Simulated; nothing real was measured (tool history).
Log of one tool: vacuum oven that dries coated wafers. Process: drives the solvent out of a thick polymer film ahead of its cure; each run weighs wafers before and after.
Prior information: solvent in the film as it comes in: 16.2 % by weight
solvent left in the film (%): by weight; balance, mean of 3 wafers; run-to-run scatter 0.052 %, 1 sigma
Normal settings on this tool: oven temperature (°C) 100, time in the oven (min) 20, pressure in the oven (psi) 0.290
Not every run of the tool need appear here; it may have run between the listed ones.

{"run": 1, "hour": 0.0, "oven temperature (°C)": 100, "time in the oven (min)": 20, "pressure in the oven (psi)": 0.29, "solvent left in the film (%)": 1.7}
{"run": 2, "hour": 27.8, "oven temperature (°C)": 100, "time in the oven (min)": 20, "pressure in the oven (psi)": 0.29, "solvent left in the film (%)": 1.7}
{"run": 3, "hour": 64.0, "oven temperature (°C)": 100, "time in the oven (min)": 20, "pressure in the oven (psi)": 0.29, "solvent left in the film (%)": 1.7}
{"run": 4, "hour": 82.1, "oven temperature (°C)": 100, "time in the oven (min)": 20, "pressure in the oven (psi)": 0.29, "solvent left in the film (%)": 1.84}
{"run": 5, "hour": 112.5, "oven temperature (°C)": 100, "time in the oven (min)": 20, "pressure in the oven (psi)": 0.29, "solvent left in the film (%)": 1.81}
{"hour": 138.1, "done": "oven's thermocouples calibrated"}
{"run": 6, "hour": 146.4, "oven temperature (°C)": 88, "time in the oven (min)": 21, "pressure in the oven (psi)": 0.29, "solvent left in the film (%)": 5.01}
{"run": 7, "hour": 176.8, "oven temperature (°C)": 111, "time in the oven (min)": 20, "pressure in the oven (psi)": 0.326, "solvent left in the film (%)": 0.69}
{"run": 8, "hour": 203.0, "oven temperature (°C)": 100, "time in the oven (min)": 20, "pressure in the oven (psi)": 0.18, "solvent left in the film (%)": 1.44}
{"run": 9, "hour": 236.0, "oven temperature (°C)": 100, "time in the oven (min)": 13, "pressure in the oven (psi)": 0.29, "solvent left in the film (%)": 3.02}
{"run": 10, "hour": 264.0, "oven temperature (°C)": 85, "time in the oven (min)": 18, "pressure in the oven (psi)": 0.368, "solvent left in the film (%)": 7.01}

4 ways to go on from here, each from the tool as it stands after run 10. What would each give?
{"run": "A", "hour": 280.9, "oven temperature (°C)": 97, "time in the oven (min)": 13, "pressure in the oven (psi)": 0.368, "solvent left in the film (%)": "?"}
{"run": "B", "hour": 280.9, "oven temperature (°C)": 90, "time in the oven (min)": 13, "pressure in the oven (psi)": 0.363, "solvent left in the film (%)": "?"}
{"run": "C", "hour": 280.9, "oven temperature (°C)": 98, "time in the oven (min)": 11, "pressure in the oven (psi)": 0.193, "solvent left in the film (%)": "?"}
{"run": "D", "hour": 280.9, "oven temperature (°C)": 85, "time in the oven (min)": 36, "pressure in the oven (psi)": 0.368, "solvent left in the film (%)": "?"}

run=A solvent_left_in_the_film_(%)=4.11
run=B solvent_left_in_the_film_(%)=6.68
run=C solvent_left_in_the_film_(%)=4.07
run=D solvent_left_in_the_film_(%)=4.20
Had the tool no hidden state, the same runs would have come out as:
run=A solvent_left_in_the_film_(%)=3.91
run=B solvent_left_in_the_film_(%)=6.45
run=C solvent_left_in_the_film_(%)=3.87
run=D solvent_left_in_the_film_(%)=3.93

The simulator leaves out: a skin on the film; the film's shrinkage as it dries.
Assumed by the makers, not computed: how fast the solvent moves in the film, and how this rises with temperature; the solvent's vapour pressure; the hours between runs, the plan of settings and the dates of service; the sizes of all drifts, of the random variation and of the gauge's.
